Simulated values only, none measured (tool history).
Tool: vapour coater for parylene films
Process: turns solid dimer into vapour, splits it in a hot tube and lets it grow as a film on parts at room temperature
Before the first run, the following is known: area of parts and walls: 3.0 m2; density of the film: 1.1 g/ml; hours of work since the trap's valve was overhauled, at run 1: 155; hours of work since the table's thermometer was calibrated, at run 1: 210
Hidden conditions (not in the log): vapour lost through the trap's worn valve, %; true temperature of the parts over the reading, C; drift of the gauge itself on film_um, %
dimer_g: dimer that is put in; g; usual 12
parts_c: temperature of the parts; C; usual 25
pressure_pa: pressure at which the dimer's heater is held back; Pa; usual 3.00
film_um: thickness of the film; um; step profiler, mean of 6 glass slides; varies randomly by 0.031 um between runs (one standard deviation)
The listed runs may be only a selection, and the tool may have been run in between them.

run   hour  dimer_g  parts_c  pressure_pa  hours of work since the trap's valve was overhauled  hours of work since the table's thermometer was calibrated  film_um
  1    0.0       12       25         3.00                                                  155                                                         210     2.85
  2   27.0       12       25         3.00                                                  168                                                         223     2.85
  3   65.0       12       26         3.00                                                  186                                                         241     2.78
  4   89.9       12       26         3.00                                                  198                                                         253     2.77
  5  133.4       10       25         3.00                                                  219                                                         274     2.38
  6  180.8       10       25         3.00                                                  242                                                         297     2.31
  7  237.7       12       25         3.00                                                  269                                                         324     2.84
  8  291.2       12       25         3.00                                                  294                                                         350     2.76
  9  332.6       12       25         3.00                                                  314                                                         370     2.76
 10  385.5       21       25         3.00                                                  340                                                         395     4.75
 11  433.1       12       26         3.00                                                  362                                                         418     2.63
 12  484.4        8       33         3.00                                                  387                                                         442     1.43
 13  537.6        8       17        10.80                                                  413                                                         468     1.69
 14  590.5       12       17         2.69                                                  438                                                         493     3.21
 15  645.1       12       17         2.69                                                  464                                                         519     3.17
 16  686.8       20       28         4.60                                                  484                                                         539     3.61
 17  717.9        9       23         7.68                                                  499                                                         554     1.66
 18  773.1        9       23         7.68                                                  526                                                         581     1.68
 19  808.6       13       25         4.01                                                  543                                                         598     2.63
 20  865.5        7       26         2.43                                                  570                                                         625     1.50
     872.5  -- trap's valve overhauled
 21  897.7        7       26         2.43                                                   12                                                         639     1.74

Predict each of these 5 candidate next runs independently; none follows another, all start after run 21:
  A  934.7        7       20         3.00                                                   30                                                         656        ?
  B  934.7        8       26         2.43                                                   30                                                         656        ?
  C  934.7       13       26        11.30                                                   30                                                         656        ?
  D  934.7        7       21         5.48                                                   30                                                         656        ?
  E  934.7       12       20         8.91                                                   30                                                         656        ?

run  film_um
  A     1.94
  B     1.95
  C     2.31
  D     1.70
  E     2.65
With the hidden condition removed and each run's random variation left untouched, the same runs would have given:
run  film_um
  A     1.99
  B     2.00
  C     2.37
  D     1.74
  E     2.72

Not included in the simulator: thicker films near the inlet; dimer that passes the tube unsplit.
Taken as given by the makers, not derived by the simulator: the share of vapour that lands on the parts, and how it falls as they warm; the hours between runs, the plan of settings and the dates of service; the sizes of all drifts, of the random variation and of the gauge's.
